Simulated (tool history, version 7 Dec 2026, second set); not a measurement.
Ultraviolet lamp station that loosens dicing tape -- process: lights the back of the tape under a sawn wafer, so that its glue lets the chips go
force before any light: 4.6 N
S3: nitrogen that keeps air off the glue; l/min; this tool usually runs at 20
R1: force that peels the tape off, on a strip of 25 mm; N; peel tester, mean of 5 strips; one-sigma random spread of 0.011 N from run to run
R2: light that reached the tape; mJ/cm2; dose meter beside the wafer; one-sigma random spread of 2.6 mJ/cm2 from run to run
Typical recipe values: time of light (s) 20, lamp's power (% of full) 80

Run 1, hour 0: usual settings. Result: R1 0.807 N, R2 242 mJ/cm2.
Run 2, hour 33.2: usual settings but lamp's power (% of full) 75. Result: R1 0.876 N, R2 225 mJ/cm2.
Run 3, hour 54: usual settings but lamp's power (% of full) 75. Result: R1 0.914 N, R2 224 mJ/cm2.
Run 4, hour 71.4: usual settings but lamp's power (% of full) 92. Result: R1 0.672 N, R2 265 mJ/cm2.
Run 5, hour 100.5: usual settings. Result: R1 0.838 N, R2 225 mJ/cm2.
Run 6, hour 118.4: usual settings. Result: R1 0.833 N, R2 223 mJ/cm2.
Run 7, hour 153.2: usual settings. Result: R1 0.892 N, R2 220 mJ/cm2.
Run 8, hour 170: usual settings but time of light (s) 35. Result: R1 0.368 N, R2 383 mJ/cm2.
Run 9, hour 189: usual settings but time of light (s) 35. Result: R1 0.362 N, R2 376 mJ/cm2.
Run 10, hour 210.2: usual settings but time of light (s) 12. Result: R1 1.753 N, R2 130 mJ/cm2.
Run 11, hour 244.4: usual settings but time of light (s) 19. Result: R1 1.1 N, R2 199 mJ/cm2.
Run 12, hour 269.9: usual settings but time of light (s) 19. Result: R1 1.056 N, R2 192 mJ/cm2.
Run 13, hour 298.5: usual settings but time of light (s) 12. Result: R1 1.852 N, R2 123 mJ/cm2.
Run 14, hour 315.6: usual settings but time of light (s) 24. Result: R1 0.795 N, R2 237 mJ/cm2.
At hour 344.6: lamp changed.
Run 15, hour 345.8: usual settings but time of light (s) 24. Result: R1 0.465 N, R2 331 mJ/cm2.
Run 16, hour 368.8: usual settings but time of light (s) 24. Result: R1 0.457 N, R2 328 mJ/cm2.
Run 17, hour 391.8: usual settings but time of light (s) 24. Result: R1 0.499 N, R2 326 mJ/cm2.
Run 18, hour 427: usual settings but time of light (s) 24. Result: R1 0.504 N, R2 318 mJ/cm2.
Run 19, hour 456.3: usual settings but time of light (s) 17. Result: R1 0.913 N, R2 223 mJ/cm2.
Run 20, hour 476.7: usual settings but time of light (s) 14, lamp's power (% of full) 78, S3 36 l/min. Result: R1 0.995 N, R2 172 mJ/cm2.
At hour 478.9: window cleaned of glue's vapour.
Run 21, hour 497.7: usual settings but time of light (s) 14, lamp's power (% of full) 78, S3 36 l/min. Result: R1 1.164 N, R2 165 mJ/cm2.
Run 22, hour 523.9: usual settings but time of light (s) 33, lamp's power (% of full) 85, S3 6 l/min. Result: R1 0.543 N, R2 412 mJ/cm2.
At hour 533.8: window cleaned of glue's vapour, once more.
Run 23, hour 549.4: usual settings but lamp's power (% of full) 65. Result: R1 0.771 N, R2 246 mJ/cm2.
Run 24, hour 569: usual settings but time of light (s) 24, S3 18 l/min. Result: R1 0.426 N, R2 357 mJ/cm2.
Run 25, hour 587.6: usual settings but time of light (s) 24, S3 18 l/min. Result: R1 0.446 N, R2 351 mJ/cm2.
Run 26, hour 609.5: usual settings but time of light (s) 24, S3 18 l/min. Result: R1 0.422 N, R2 347 mJ/cm2.
Run 27, hour 631.1: usual settings but time of light (s) 24, lamp's power (% of full) 73, S3 28 l/min. Result: R1 0.44 N, R2 313 mJ/cm2.
Run 28, hour 666.3: usual settings but time of light (s) 27, S3 13 l/min. Result: R1 0.429 N, R2 385 mJ/cm2.
Run 29, hour 681.8: usual settings but time of light (s) 27, S3 13 l/min. Result: R1 0.433 N, R2 383 mJ/cm2.
Run 30, hour 707.8: usual settings but time of light (s) 27, S3 13 l/min. Result: R1 0.442 N, R2 370 mJ/cm2.
Run 31, hour 741.5: usual settings but time of light (s) 13, lamp's power (% of full) 76, S3 13 l/min. Result: R1 1.455 N, R2 168 mJ/cm2.
Run 32, hour 769.4: usual settings but S3 15 l/min. Result: R1 0.731 N, R2 268 mJ/cm2.
Run 33, hour 788.7: usual settings but time of light (s) 17, lamp's power (% of full) 83, S3 33 l/min. Result: R1 0.715 N, R2 233 mJ/cm2.
Run 34, hour 818.2: usual settings but time of light (s) 17, lamp's power (% of full) 83, S3 33 l/min. Result: R1 0.695 N, R2 227 mJ/cm2.
Run 35, hour 847.9: usual settings but lamp's power (% of full) 72. Result: R1 0.836 N, R2 232 mJ/cm2.
Run 36, hour 872.6: usual settings but lamp's power (% of full) 72. Result: R1 0.849 N, R2 229 mJ/cm2.

What if the next run were any one of these 4? Each begins from the tool's condition after run 36:
Run A, hour 904.8: usual settings but time of light (s) 12, lamp's power (% of full) 72. Result: R1 ?, R2 ?.
Run B, hour 904.8: usual settings but lamp's power (% of full) 68, S3 19 l/min. Result: R1 ?, R2 ?.
Run C, hour 904.8: usual settings but time of light (s) 27, S3 36 l/min. Result: R1 ?, R2 ?.
Run D, hour 904.8: usual settings but lamp's power (% of full) 87. Result: R1 ?, R2 ?.

run     R1   R2
  A  1.657  134
  B   0.98  209
  C   0.38  334
  D  0.661  273
Take away the tool's hidden state, keep each run's random variation, and the runs would have read:
run     R1   R2
  A  1.227  176
  B  0.642  274
  C  0.252  438
  D   0.42  356
